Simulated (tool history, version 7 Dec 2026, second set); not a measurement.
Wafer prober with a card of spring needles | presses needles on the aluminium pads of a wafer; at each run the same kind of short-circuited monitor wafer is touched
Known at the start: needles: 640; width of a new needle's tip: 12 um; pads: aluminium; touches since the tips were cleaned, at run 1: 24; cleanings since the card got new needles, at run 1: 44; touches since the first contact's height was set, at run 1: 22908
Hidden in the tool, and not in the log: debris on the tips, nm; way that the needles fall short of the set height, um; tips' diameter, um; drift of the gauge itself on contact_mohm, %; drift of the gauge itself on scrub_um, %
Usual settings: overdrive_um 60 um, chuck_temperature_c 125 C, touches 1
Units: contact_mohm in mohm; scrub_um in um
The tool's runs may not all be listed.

run   hour  overdrive_um  chuck_temperature_c  touches  touches since the tips were cleaned  cleanings since the card got new needles  touches since the first contact's height was set  contact_mohm  scrub_um
  1    0.0            60                  125        1                                   24                                        44                                             22908           190      7.97
       9.3  -- tips cleaned on abrasive film
      18.5  -- tips cleaned on abrasive film
      28.8  -- tips cleaned on abrasive film
  2   30.2            60                  125        1                                  583                                        47                                             35379           199      8.00
      39.5  -- tips cleaned on abrasive film
      50.2  -- tips cleaned on abrasive film
      61.0  -- tips cleaned on abrasive film
  3   65.4            71                  125        1                                 1872                                        50                                             49948           200      9.44
      70.9  -- tips cleaned on abrasive film
      80.9  -- tips cleaned on abrasive film
      91.9  -- tips cleaned on abrasive film
  4   98.2            60                   38        1                                 2634                                        53                                             63473           195      8.01
     102.9  -- tips cleaned on abrasive film
     112.1  -- tips cleaned on abrasive film
     122.5  -- tips cleaned on abrasive film
     131.7  -- tips cleaned on abrasive film
  5  135.2            60                   38        1                                 1444                                        57                                             78738           190      8.02
     141.2  -- tips cleaned on abrasive film
     151.5  -- tips cleaned on abrasive film
  6  152.9            60                  125        1                                  604                                        59                                             86042           196      7.97
     161.8  -- tips cleaned on abrasive film
     171.7  -- tips cleaned on abrasive film
  7  175.7            60                  125        1                                 1668                                        61                                             95475           204      7.92
     181.2  -- tips cleaned on abrasive film
     192.2  -- tips cleaned on abrasive film
  8  193.5            56                  125        1                                  536                                        63                                            102796           200      7.38
     202.1  -- tips cleaned on abrasive film
     212.7  -- tips cleaned on abrasive film
  9  213.1            56                  125        1                                  154                                        65                                            110892           195      7.35
     215.7  -- height of the first contact set anew
     223.9  -- tips cleaned on abrasive film
     233.1  -- tips cleaned on abrasive film
     243.3  -- tips cleaned on abrasive film
 10  245.1            56                  125        1                                  763                                        68                                             12139           202      7.34
     252.9  -- tips cleaned on abrasive film
     264.3  -- tips cleaned on abrasive film
 11  265.3            60                  125        1                                  432                                        70                                             20486           202      7.77
     273.9  -- tips cleaned on abrasive film
     284.7  -- tips cleaned on abrasive film
 12  285.0            60                  125        1                                  122                                        72                                             28627           194      7.85
     294.3  -- tips cleaned on abrasive film
     305.4  -- tips cleaned on abrasive film
 13  305.7            60                  125        1                                  104                                        74                                             37157           197      7.79
     316.9  -- tips cleaned on abrasive film
 14  322.1            65                  125        1                                 2198                                        75                                             43968           203      8.53
     326.8  -- tips cleaned on abrasive film
     337.5  -- tips cleaned on abrasive film
     347.2  -- tips cleaned on abrasive film
 15  347.2            69                   40        2                                    0                                        78                                             54291           176      8.95
     356.4  -- tips cleaned on abrasive film
     367.3  -- tips cleaned on abrasive film
     376.6  -- tips cleaned on abrasive film
 16  380.8            40                   27        2                                 1755                                        81                                             68183           191      5.09
     385.7  -- height of the first contact set anew, once more
     388.1  -- tips cleaned on abrasive film
     399.4  -- tips cleaned on abrasive film
 17  407.6            45                   60        1                                 3387                                        83                                              9049           214      6.09
     409.9  -- tips cleaned on abrasive film
     419.2  -- tips cleaned on abrasive film
     428.4  -- tips cleaned on abrasive film
     439.3  -- tips cleaned on abrasive film
 18  442.0            45                   60        1                                 1102                                        87                                             23233           201      6.04
     448.6  -- tips cleaned on abrasive film
     459.3  -- tips cleaned on abrasive film
 19  459.3            79                  125        1                                    0                                        89                                             30355           192     10.54
     469.9  -- tips cleaned on abrasive film
     480.2  -- tips cleaned on abrasive film
 20  480.6            61                   61        1                                  144                                        91                                             39148           184      8.14
     491.5  -- tips cleaned on abrasive film
     501.5  -- tips cleaned on abrasive film
 21  505.5            61                   59        1                                 1666                                        93                                             49486           190      8.11
     511.8  -- tips cleaned on abrasive film
     521.1  -- tips cleaned on abrasive film
     531.5  -- tips cleaned on abrasive film
 22  536.6            61                   59        1                                 2140                                        96                                             62319           193      8.12
     541.3  -- tips cleaned on abrasive film
     552.5  -- tips cleaned on abrasive film
     563.7  -- tips cleaned on abrasive film
     573.4  -- tips cleaned on abrasive film
 23  573.4            61                   59        1                                    0                                       100                                             77504           182      8.08
     584.6  -- tips cleaned on abrasive film
     595.8  -- tips cleaned on abrasive film
     606.6  -- tips cleaned on abrasive film
 24  611.1            60                   98        1                                 1872                                       103                                             93089           198      8.00
     618.1  -- tips cleaned on abrasive film
     627.9  -- tips cleaned on abrasive film
 25  627.9            49                  125        2                                    0                                       105                                            100013           196      6.42
     638.9  -- tips cleaned on abrasive film
     649.7  -- tips cleaned on abrasive film
 26  658.6            80                  110        1                                 3699                                       107                                            112708           203     10.61
     660.9  -- tips cleaned on abrasive film
     672.0  -- tips cleaned on abrasive film
 27  678.9            80                  110        1                                 2892                                       109                                            121109           200     10.57
     681.3  -- tips cleaned on abrasive film
     692.3  -- tips cleaned on abrasive film
     702.8  -- tips cleaned on abrasive film
     712.7  -- tips cleaned on abrasive film
 28  717.3            80                   45        1                                 1906                                       113                                            136941           187     10.54

Hidden state at the last listed run before each entry between runs and at the first one after, where it differs:
Between runs 1 and 2: tips cleaned on abrasive film (hour 9.3); tips cleaned on abrasive film (hour 18.5); tips cleaned on abrasive film (hour 28.8)
  debris on the tips, nm: 6.9 -> 25.3; way that the needles fall short of the set height, um: 0.29 -> 0.43; tips' diameter, um: 12.72 -> 12.77
  measured less the result without the state, contact_mohm: +1 -> +6 mohm; scrub_um: -0.04 -> -0.06 um
Between runs 2 and 3: tips cleaned on abrasive film (hour 39.5); tips cleaned on abrasive film (hour 50.2); tips cleaned on abrasive film (hour 61.0)
  debris on the tips, nm: 25.3 -> 56.2; way that the needles fall short of the set height, um: 0.43 -> 0.57; tips' diameter, um: 12.77 -> 12.82
  measured less the result without the state, contact_mohm: +6 -> +10 mohm; scrub_um: -0.06 -> -0.08 um
Between runs 3 and 4: tips cleaned on abrasive film (hour 70.9); tips cleaned on abrasive film (hour 80.9); tips cleaned on abrasive film (hour 91.9)
  debris on the tips, nm: 56.2 -> 71.1; way that the needles fall short of the set height, um: 0.57 -> 0.71; tips' diameter, um: 12.82 -> 12.87
  measured less the result without the state, contact_mohm: +10 -> +18 mohm; scrub_um: -0.08 -> -0.10 um
Between runs 4 and 5: tips cleaned on abrasive film (hour 102.9); tips cleaned on abrasive film (hour 112.1); tips cleaned on abrasive film (hour 122.5); tips cleaned on abrasive film (hour 131.7)
  debris on the tips, nm: 71.1 -> 48; way that the needles fall short of the set height, um: 0.71 -> 0.89; tips' diameter, um: 12.87 -> 12.93
  measured less the result without the state, contact_mohm: +18 -> +12 mohm; scrub_um: -0.10 -> -0.12 um
Between runs 5 and 6: tips cleaned on abrasive film (hour 141.2); tips cleaned on abrasive film (hour 151.5)
  debris on the tips, nm: 48 -> 28.6; way that the needles fall short of the set height, um: 0.89 -> 0.97; tips' diameter, um: 12.93 -> 12.96
  measured less the result without the state, contact_mohm: +12 -> +6 mohm; scrub_um: -0.12 -> -0.13 um
Between runs 6 and 7: tips cleaned on abrasive film (hour 161.8); tips cleaned on abrasive film (hour 171.7)
  debris on the tips, nm: 28.6 -> 51.5; way that the needles fall short of the set height, um: 0.97 -> 1.05; tips' diameter, um: 12.96 -> 12.99
  measured less the result without the state, contact_mohm: +6 -> +11 mohm; scrub_um: -0.13 -> -0.14 um
Between runs 7 and 8: tips cleaned on abrasive film (hour 181.2); tips cleaned on abrasive film (hour 192.2)
  debris on the tips, nm: 51.5 -> 18.7; way that the needles fall short of the set height, um: 1.05 -> 1.13; tips' diameter, um: 12.99 -> 13.02
  measured less the result without the state, contact_mohm: +11 -> +5 mohm; scrub_um: -0.14 -> -0.15 um
Between runs 8 and 9: tips cleaned on abrasive film (hour 202.1); tips cleaned on abrasive film (hour 212.7)
  debris on the tips, nm: 18.7 -> 7.9; way that the needles fall short of the set height, um: 1.13 -> 1.22; tips' diameter, um: 13.02 -> 13.05
  measured less the result without the state, contact_mohm: +5 -> +2 mohm; scrub_um: -0.15 -> -0.17 um
Between runs 9 and 10: height of the first contact set anew (hour 215.7); tips cleaned on abrasive film (hour 223.9); tips cleaned on abrasive film (hour 233.1); tips cleaned on abrasive film (hour 243.3)
  debris on the tips, nm: 7.9 -> 29.1; way that the needles fall short of the set height, um: 1.22 -> 1.57; tips' diameter, um: 13.05 -> 13.09
  measured less the result without the state, contact_mohm: +2 -> +8 mohm; scrub_um: -0.17 -> -0.21 um
Between runs 10 and 11: tips cleaned on abrasive film (hour 252.9); tips cleaned on abrasive film (hour 264.3)
  debris on the tips, nm: 29.1 -> 23.4; way that the needles fall short of the set height, um: 1.57 -> 1.66; tips' diameter, um: 13.09 -> 13.12
  measured less the result without the state, contact_mohm: +8 -> +6 mohm; scrub_um: -0.21 -> -0.22 um
Between runs 11 and 12: tips cleaned on abrasive film (hour 273.9); tips cleaned on abrasive film (hour 284.7)
  debris on the tips, nm: 23.4 -> 9.7; way that the needles fall short of the set height, um: 1.66 -> 1.77; tips' diameter, um: 13.12 -> 13.16
  measured less the result without the state, contact_mohm: +6 -> +3 mohm; scrub_um: -0.22 -> -0.24 um
Between runs 12 and 13: tips cleaned on abrasive film (hour 294.3); tips cleaned on abrasive film (hour 305.4)
  debris on the tips, nm: 9.7 -> 11.2; way that the needles fall short of the set height, um: 1.77 -> 1.86; tips' diameter, um: 13.16 -> 13.19
  measured less the result without the state, contact_mohm: +3 -> +3 mohm; scrub_um: -0.24 -> -0.25 um
Between runs 13 and 14: tips cleaned on abrasive film (hour 316.9)
  debris on the tips, nm: 11.2 -> 61.5; way that the needles fall short of the set height, um: 1.86 -> 1.91; tips' diameter, um: 13.19 -> 13.21
  measured less the result without the state, contact_mohm: +3 -> +13 mohm; scrub_um: -0.25 -> -0.26 um
Between runs 14 and 15: tips cleaned on abrasive film (hour 326.8); tips cleaned on abrasive film (hour 337.5); tips cleaned on abrasive film (hour 347.2)
  debris on the tips, nm: 61.5 -> 5.9; way that the needles fall short of the set height, um: 1.91 -> 2.05; tips' diameter, um: 13.21 -> 13.26
  measured less the result without the state, contact_mohm: +13 -> +1 mohm; scrub_um: -0.26 -> -0.28 um
Between runs 15 and 16: tips cleaned on abrasive film (hour 356.4); tips cleaned on abrasive film (hour 367.3); tips cleaned on abrasive film (hour 376.6)
  debris on the tips, nm: 5.9 -> 48.6; way that the needles fall short of the set height, um: 2.05 -> 2.22; tips' diameter, um: 13.26 -> 13.32
  measured less the result without the state, contact_mohm: +1 -> +16 mohm; scrub_um: -0.28 -> -0.29 um
Between runs 16 and 17: height of the first contact set anew, once more (hour 385.7); tips cleaned on abrasive film (hour 388.1); tips cleaned on abrasive film (hour 399.4)
  debris on the tips, nm: 48.6 -> 79.6; way that the needles fall short of the set height, um: 2.22 -> 0.11; tips' diameter, um: 13.32 -> 13.36
  measured less the result without the state, contact_mohm: +16 -> +31 mohm; scrub_um: -0.29 -> -0.01 um
Between runs 17 and 18: tips cleaned on abrasive film (hour 409.9); tips cleaned on abrasive film (hour 419.2); tips cleaned on abrasive film (hour 428.4); tips cleaned on abrasive film (hour 439.3)
  debris on the tips, nm: 79.6 -> 43.4; way that the needles fall short of the set height, um: 0.11 -> 0.29; tips' diameter, um: 13.36 -> 13.42
  measured less the result without the state, contact_mohm: +31 -> +18 mohm; scrub_um: -0.01 -> -0.04 um
Between runs 18 and 19: tips cleaned on abrasive film (hour 448.6); tips cleaned on abrasive film (hour 459.3)
  debris on the tips, nm: 43.4 -> 8.6; way that the needles fall short of the set height, um: 0.29 -> 0.4; tips' diameter, um: 13.42 -> 13.46
  measured less the result without the state, contact_mohm: +18 -> +1 mohm; scrub_um: -0.04 -> -0.06 um
Between runs 19 and 20: tips cleaned on abrasive film (hour 469.9); tips cleaned on abrasive film (hour 480.2)
  debris on the tips, nm: 8.6 -> 13; way that the needles fall short of the set height, um: 0.4 -> 0.49; tips' diameter, um: 13.46 -> 13.49
  measured less the result without the state, contact_mohm: +1 -> +4 mohm; scrub_um: -0.06 -> -0.07 um
Between runs 20 and 21: tips cleaned on abrasive film (hour 491.5); tips cleaned on abrasive film (hour 501.5)
  debris on the tips, nm: 13 -> 54.6; way that the needles fall short of the set height, um: 0.49 -> 0.58; tips' diameter, um: 13.49 -> 13.52
  measured less the result without the state, contact_mohm: +4 -> +14 mohm; scrub_um: -0.07 -> -0.08 um
Between runs 21 and 22: tips cleaned on abrasive film (hour 511.8); tips cleaned on abrasive film (hour 521.1); tips cleaned on abrasive film (hour 531.5)
  debris on the tips, nm: 54.6 -> 58.6; way that the needles fall short of the set height, um: 0.58 -> 0.72; tips' diameter, um: 13.52 -> 13.57
  measured less the result without the state, contact_mohm: +14 -> +15 mohm; scrub_um: -0.08 -> -0.10 um
Between runs 22 and 23: tips cleaned on abrasive film (hour 541.3); tips cleaned on abrasive film (hour 552.5); tips cleaned on abrasive film (hour 563.7); tips cleaned on abrasive film (hour 573.4)
  debris on the tips, nm: 58.6 -> 7.5; way that the needles fall short of the set height, um: 0.72 -> 0.88; tips' diameter, um: 13.57 -> 13.63
  measured less the result without the state, contact_mohm: +15 -> +3 mohm; scrub_um: -0.10 -> -0.12 um
Between runs 23 and 24: tips cleaned on abrasive film (hour 584.6); tips cleaned on abrasive film (hour 595.8); tips cleaned on abrasive film (hour 606.6)
  debris on the tips, nm: 7.5 -> 56; way that the needles fall short of the set height, um: 0.88 -> 1.03; tips' diameter, um: 13.63 -> 13.68
  measured less the result without the state, contact_mohm: +3 -> +14 mohm; scrub_um: -0.12 -> -0.14 um
Between runs 24 and 25: tips cleaned on abrasive film (hour 618.1); tips cleaned on abrasive film (hour 627.9)
  debris on the tips, nm: 56 -> 10; way that the needles fall short of the set height, um: 1.03 -> 1.14; tips' diameter, um: 13.68 -> 13.72
  measured less the result without the state, contact_mohm: +14 -> +3 mohm; scrub_um: -0.14 -> -0.15 um
Between runs 25 and 26: tips cleaned on abrasive film (hour 638.9); tips cleaned on abrasive film (hour 649.7)
  debris on the tips, nm: 10 -> 81.6; way that the needles fall short of the set height, um: 1.14 -> 1.25; tips' diameter, um: 13.72 -> 13.75
  measured less the result without the state, contact_mohm: +3 -> +13 mohm; scrub_um: -0.15 -> -0.17 um
Between runs 26 and 27: tips cleaned on abrasive film (hour 660.9); tips cleaned on abrasive film (hour 672.0)
  debris on the tips, nm: 81.6 -> 74.7; way that the needles fall short of the set height, um: 1.25 -> 1.34; tips' diameter, um: 13.75 -> 13.79
  measured less the result without the state, contact_mohm: +13 -> +12 mohm; scrub_um: -0.17 -> -0.18 um
Between runs 27 and 28: tips cleaned on abrasive film (hour 681.3); tips cleaned on abrasive film (hour 692.3); tips cleaned on abrasive film (hour 702.8); tips cleaned on abrasive film (hour 712.7)
  debris on the tips, nm: 74.7 -> 57.3; way that the needles fall short of the set height, um: 1.34 -> 1.5; tips' diameter, um: 13.79 -> 13.84
  measured less the result without the state, contact_mohm: +12 -> +10 mohm; scrub_um: -0.18 -> -0.20 um
